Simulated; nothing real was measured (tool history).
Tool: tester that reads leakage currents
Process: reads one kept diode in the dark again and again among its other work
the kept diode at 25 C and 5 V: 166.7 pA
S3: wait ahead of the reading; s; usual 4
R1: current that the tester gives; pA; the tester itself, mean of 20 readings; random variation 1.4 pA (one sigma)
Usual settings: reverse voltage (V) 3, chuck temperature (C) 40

run 1 day=0 | reverse_voltage_(V)=3 chuck_temperature_(C)=40 S3=4 | R1=465.23
run 2 day=3 | reverse_voltage_(V)=3 chuck_temperature_(C)=40 S3=4 | R1=464.96
run 3 day=5.054 | reverse_voltage_(V)=3 chuck_temperature_(C)=40 S3=4 | R1=465.5
run 4 day=7.712 | reverse_voltage_(V)=3 chuck_temperature_(C)=40 S3=4 | R1=467.34
run 5 day=11.988 | reverse_voltage_(V)=6.7 chuck_temperature_(C)=40 S3=4 | R1=658.4
run 6 day=15.225 | reverse_voltage_(V)=6.7 chuck_temperature_(C)=40 S3=4 | R1=657.34
run 7 day=17.862 | reverse_voltage_(V)=6.7 chuck_temperature_(C)=40 S3=0.56 | R1=657.23
run 8 day=20.542 | reverse_voltage_(V)=6.7 chuck_temperature_(C)=40 S3=0.56 | R1=657.77
run 9 day=24.117 | reverse_voltage_(V)=3 chuck_temperature_(C)=35 S3=4 | R1=317.4
run 10 day=27.333 | reverse_voltage_(V)=3 chuck_temperature_(C)=35 S3=4 | R1=318.44
run 11 day=30.108 | reverse_voltage_(V)=3 chuck_temperature_(C)=35 S3=5.87 | R1=317.8
run 12 day=32.092 | reverse_voltage_(V)=1.18 chuck_temperature_(C)=40 S3=4 | R1=322.65
run 13 day=34.967 | reverse_voltage_(V)=1.18 chuck_temperature_(C)=40 S3=4 | R1=321.33
run 14 day=38.521 | reverse_voltage_(V)=1.18 chuck_temperature_(C)=40 S3=4 | R1=324.5
run 15 day=40.483 | reverse_voltage_(V)=3 chuck_temperature_(C)=40 S3=4 | R1=477.11
run 16 day=43.738 | reverse_voltage_(V)=3 chuck_temperature_(C)=40 S3=4 | R1=479.45
run 17 day=48.4 | reverse_voltage_(V)=3 chuck_temperature_(C)=40 S3=4 | R1=480.33
run 18 day=50.446 | reverse_voltage_(V)=3 chuck_temperature_(C)=40 S3=4 | R1=482.62
run 19 day=54.396 | reverse_voltage_(V)=3 chuck_temperature_(C)=40 S3=4 | R1=483.81
run 20 day=57 | reverse_voltage_(V)=3 chuck_temperature_(C)=40 S3=0.84 | R1=486.49
run 21 day=61.667 | reverse_voltage_(V)=4.81 chuck_temperature_(C)=38 S3=4.38 | R1=506.45
run 22 day=64.362 | reverse_voltage_(V)=6.26 chuck_temperature_(C)=22 S3=4 | R1=150.51
run 23 day=67.271 | reverse_voltage_(V)=5.92 chuck_temperature_(C)=31 S3=4.69 | R1=295.77
run 24 day=70.292 | reverse_voltage_(V)=6.73 chuck_temperature_(C)=54 S3=0.62 | R1=1822.26
run 25 day=72.467 | reverse_voltage_(V)=6.72 chuck_temperature_(C)=36 S3=4 | R1=466.24
run 26 day=75.021 | reverse_voltage_(V)=6.72 chuck_temperature_(C)=36 S3=4 | R1=467.57
run 27 day=77.471 | reverse_voltage_(V)=2.48 chuck_temperature_(C)=20 S3=8.87 | R1=80.76
run 28 day=79.996 | reverse_voltage_(V)=3.84 chuck_temperature_(C)=22 S3=4 | R1=115.39
run 29 day=82.375 | reverse_voltage_(V)=3.84 chuck_temperature_(C)=22 S3=4 | R1=116.18
run 30 day=85.8 | reverse_voltage_(V)=4.58 chuck_temperature_(C)=25 S3=4 | R1=162.56
run 31 day=89.054 | reverse_voltage_(V)=6.62 chuck_temperature_(C)=40 S3=4 | R1=642.92
run 32 day=93.329 | reverse_voltage_(V)=6.62 chuck_temperature_(C)=40 S3=4 | R1=646.41
run 33 day=97.962 | reverse_voltage_(V)=6.62 chuck_temperature_(C)=40 S3=4 | R1=649.91
run 34 day=100.812 | reverse_voltage_(V)=2.81 chuck_temperature_(C)=20 S3=2.33 | R1=86.92
run 35 day=102.992 | reverse_voltage_(V)=5.34 chuck_temperature_(C)=54 S3=0.69 | R1=1694.75
run 36 day=105.288 | reverse_voltage_(V)=5.34 chuck_temperature_(C)=54 S3=0.69 | R1=1698.65
run 37 day=109.846 | reverse_voltage_(V)=5.34 chuck_temperature_(C)=56 S3=7.22 | R1=1963.55
run 38 day=113.525 | reverse_voltage_(V)=3.78 chuck_temperature_(C)=40 S3=4 | R1=519.84
run 39 day=116.854 | reverse_voltage_(V)=7.67 chuck_temperature_(C)=28 S3=1.34 | R1=267.39

Not shown: 1 entry that the log had between the listed runs. Between which runs, and how does the tool's hidden state differ before and after?
Between runs 22 and 23: chuck's temperature calibrated (day 65.438)
  stray current of the dirty probe card, pA a volt: 0.388 -> 0.402; current scale over the true one, %: -1.89 -> -1.91; true chuck temperature over the reading, C: 0.83 -> 0
  measured less the result without the state, R1: +10.02 -> -3.42 pA
